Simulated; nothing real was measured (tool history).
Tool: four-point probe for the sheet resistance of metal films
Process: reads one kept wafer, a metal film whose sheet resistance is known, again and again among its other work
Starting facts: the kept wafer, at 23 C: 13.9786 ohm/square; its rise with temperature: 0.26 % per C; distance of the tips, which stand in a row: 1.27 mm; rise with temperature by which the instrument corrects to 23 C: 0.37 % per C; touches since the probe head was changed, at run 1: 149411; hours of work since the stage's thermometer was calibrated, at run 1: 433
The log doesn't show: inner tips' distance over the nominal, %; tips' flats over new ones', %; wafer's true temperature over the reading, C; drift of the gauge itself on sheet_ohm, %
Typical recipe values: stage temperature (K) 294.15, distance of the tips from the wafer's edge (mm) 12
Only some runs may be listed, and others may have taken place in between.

| run | hour | stage temperature (K) | distance of the tips from the wafer's edge (mm) | touches since the probe head was changed | hours of work since the stage's thermometer was calibrated | sheet resistance as the instrument gives it (ohm/square) |
|---|---|---|---|---|---|---|
| 1 | 0 | 294.15 | 12 | 149411 | 433 | 14.276285 |
| 2 | 43.3 | 294.15 | 12 | 151067 | 464 | 14.278554 |
|  | 138.3 | new probe head fitted |
| 3 | 140.8 | 294.15 | 12 | 95 | 531 | 14.025391 |
| 4 | 192.4 | 294.15 | 12 | 2073 | 567 | 14.027579 |
| 5 | 249.4 | 294.15 | 12 | 4254 | 607 | 14.028852 |
| 6 | 313.1 | 302.15 | 12 | 6692 | 652 | 13.905702 |
| 7 | 405.2 | 294.15 | 49 | 10218 | 717 | 13.959959 |
| 8 | 468.9 | 294.15 | 12 | 12656 | 761 | 14.041794 |
| 9 | 554.4 | 294.15 | 12 | 15930 | 821 | 14.04512 |
| 10 | 616.4 | 294.15 | 12 | 18303 | 865 | 14.048215 |
| 11 | 713 | 294.15 | 12 | 22002 | 932 | 14.053648 |
| 12 | 774.5 | 294.15 | 12 | 24355 | 975 | 14.058101 |
| 13 | 820.1 | 294.15 | 12 | 26102 | 1007 | 14.057112 |
| 14 | 862 | 294.15 | 12 | 27706 | 1037 | 14.059935 |
| 15 | 917.4 | 294.15 | 12 | 29825 | 1076 | 14.065163 |
| 16 | 977.6 | 294.15 | 12 | 32133 | 1118 | 14.067503 |
| 17 | 1025.2 | 294.15 | 41 | 33955 | 1151 | 13.993372 |
| 18 | 1084.3 | 294.15 | 41 | 36217 | 1193 | 14.004084 |
| 19 | 1135.3 | 294.15 | 41 | 38171 | 1228 | 14.001299 |
| 20 | 1200.9 | 294.15 | 12 | 40680 | 1274 | 14.080014 |
| 21 | 1297.3 | 294.15 | 12 | 44370 | 1342 | 14.082577 |
| 22 | 1364.6 | 294.15 | 12 | 46947 | 1389 | 14.090761 |
| 23 | 1425.7 | 294.15 | 26 | 49286 | 1432 | 14.025798 |
| 24 | 1479.2 | 299.15 | 12 | 51335 | 1469 | 14.013117 |
| 25 | 1565 | 307.15 | 12 | 54619 | 1529 | 13.893573 |
| 26 | 1634 | 300.15 | 53 | 57263 | 1578 | 13.927008 |
| 27 | 1728.5 | 300.15 | 53 | 60880 | 1644 | 13.931469 |
| 28 | 1819.2 | 303.15 | 26 | 64353 | 1708 | 13.908828 |
| 29 | 1875.9 | 303.15 | 26 | 66522 | 1747 | 13.901088 |
| 30 | 1944.6 | 303.15 | 26 | 69154 | 1796 | 13.908726 |
| 31 | 1994.2 | 303.15 | 26 | 71052 | 1830 | 13.913973 |
| 32 | 2082.5 | 301.15 | 54 | 74431 | 1892 | 13.938227 |
| 33 | 2176.4 | 296.15 | 4 | 78027 | 1958 | 14.730651 |
| 34 | 2235.5 | 294.15 | 45 | 80290 | 1999 | 14.056302 |
| 35 | 2304.4 | 294.15 | 45 | 82926 | 2048 | 14.060905 |
| 36 | 2356.5 | 294.15 | 45 | 84921 | 2084 | 14.063819 |
| 37 | 2455.5 | 294.15 | 45 | 88711 | 2154 | 14.069035 |
| 38 | 2546.3 | 294.15 | 45 | 92187 | 2217 | 14.073774 |
| 39 | 2599.1 | 294.15 | 45 | 94209 | 2254 | 14.074967 |
| 40 | 2679.6 | 294.15 | 35 | 97290 | 2311 | 14.082639 |
| 41 | 2767.5 | 294.15 | 35 | 100658 | 2372 | 14.086464 |
| 42 | 2820.4 | 298.15 | 25 | 102682 | 2409 | 14.037815 |
| 43 | 2907.6 | 298.15 | 25 | 106019 | 2471 | 14.040419 |

Some steps in sheet resistance as the instrument gives it (ohm/square), run to run, broken into two amounts with sign: the step expected even without the hidden condition (settings, incoming material, random variation), and the rest, left for the hidden condition together with whatever gauge scatter is not in both the measured and the hidden-condition-free result:
Run 2 -> 3: new probe head fitted. sheet resistance as the instrument gives it (ohm/square) -0.253163: hidden state -0.25644, all else +0.003277.
Run 32 -> 33: stage temperature (K) 301.15 -> 296.15, distance of the tips from the wafer's edge (mm) 54 -> 4. sheet resistance as the instrument gives it (ohm/square) +0.792424: hidden state +0.007001, all else +0.785423.
Run 33 -> 34: stage temperature (K) 296.15 -> 294.15, distance of the tips from the wafer's edge (mm) 4 -> 45. sheet resistance as the instrument gives it (ohm/square) -0.674349: hidden state +0.001731, all else -0.67608.
Run 36 -> 37: no setting changed, nothing entered. sheet resistance as the instrument gives it (ohm/square) +0.005216: hidden state +0.005151, all else +0.000065.
